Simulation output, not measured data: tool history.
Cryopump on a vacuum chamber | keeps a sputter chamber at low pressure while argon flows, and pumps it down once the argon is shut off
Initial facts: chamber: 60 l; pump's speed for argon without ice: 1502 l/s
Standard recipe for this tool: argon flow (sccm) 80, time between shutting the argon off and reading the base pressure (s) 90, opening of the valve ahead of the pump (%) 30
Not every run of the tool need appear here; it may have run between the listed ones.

run	hour	argon flow (sccm)	time between shutting the argon off and reading the base pressure (s)	opening of the valve ahead of the pump (%)	pressure while argon flows (Pa)	pressure after the wait (uPa)
1	0	80	90	30	0.3131	2.88
2	20.2	80	90	30	0.314	2.89
3	37.8	80	90	30	0.3126	3.01
4	60.5	80	90	30	0.3153	2.96
5	86.8	80	90	30	0.319	3.03
6	108.3	80	211	30	0.3186	2.56
7	127.9	80	211	30	0.3199	2.7
8	155.9	80	90	31	0.3137	3.15
9	178.7	80	90	30	0.324	3.16
10	204.9	80	90	30	0.3254	3.36
11	224.8	34	90	30	0.1399	3.36
# hour 242.2: pump warmed up, emptied and cooled again
12	242.8	34	90	30	0.1277	2.8
13	261.7	34	90	30	0.129	2.89
14	282.3	34	90	30	0.1288	2.85
15	295.9	34	90	30	0.1295	2.88
16	320	41	90	30	0.1565	3.04
17	347.5	41	90	30	0.1566	3.03
18	365.5	61	90	30	0.2331	3.05
19	385.6	149	27	33	0.521	5.02
20	399.1	148	75	27	0.634	3.2
21	416.7	43	75	27	0.1851	3.28
22	435.9	79	33	37	0.2496	4.56
23	461.9	80	90	39	0.2422	3.35
24	476.6	88	271	35	0.2961	2.72
25	493.8	88	271	35	0.2969	2.84
26	515.8	88	271	35	0.2994	2.81
27	529.3	35	276	34	0.1222	2.93
28	552.9	34	33	16	0.2451	4.85
29	572.6	34	110	59	0.0736	3.41
30	596.5	45	37	21	0.2496	4.67
31	617.5	116	41	15	0.8989	4.59
32	635.5	95	100	15	0.7421	3.66
33	661.2	123	100	48	0.3279	3.64
34	685.4	114	169	21	0.6528	3.54

Below are 4 alternative next runs, each starting from the tool's condition after run 34. Predict each:
A	713.7	92	240	21	?	?
B	713.7	83	169	29	?	?
C	713.7	34	90	45	?	?
D	713.7	80	34	46	?	?

run	pressure while argon flows (Pa)	pressure after the wait (uPa)
A	0.5285	3.41
B	0.3528	3.54
C	0.0969	3.82
D	0.2246	5.26
Without the tool's hidden state the same runs would have given:
run	pressure while argon flows (Pa)	pressure after the wait (uPa)
A	0.4953	0.5
B	0.3229	0.66
C	0.0848	1.01
D	0.1958	2.37
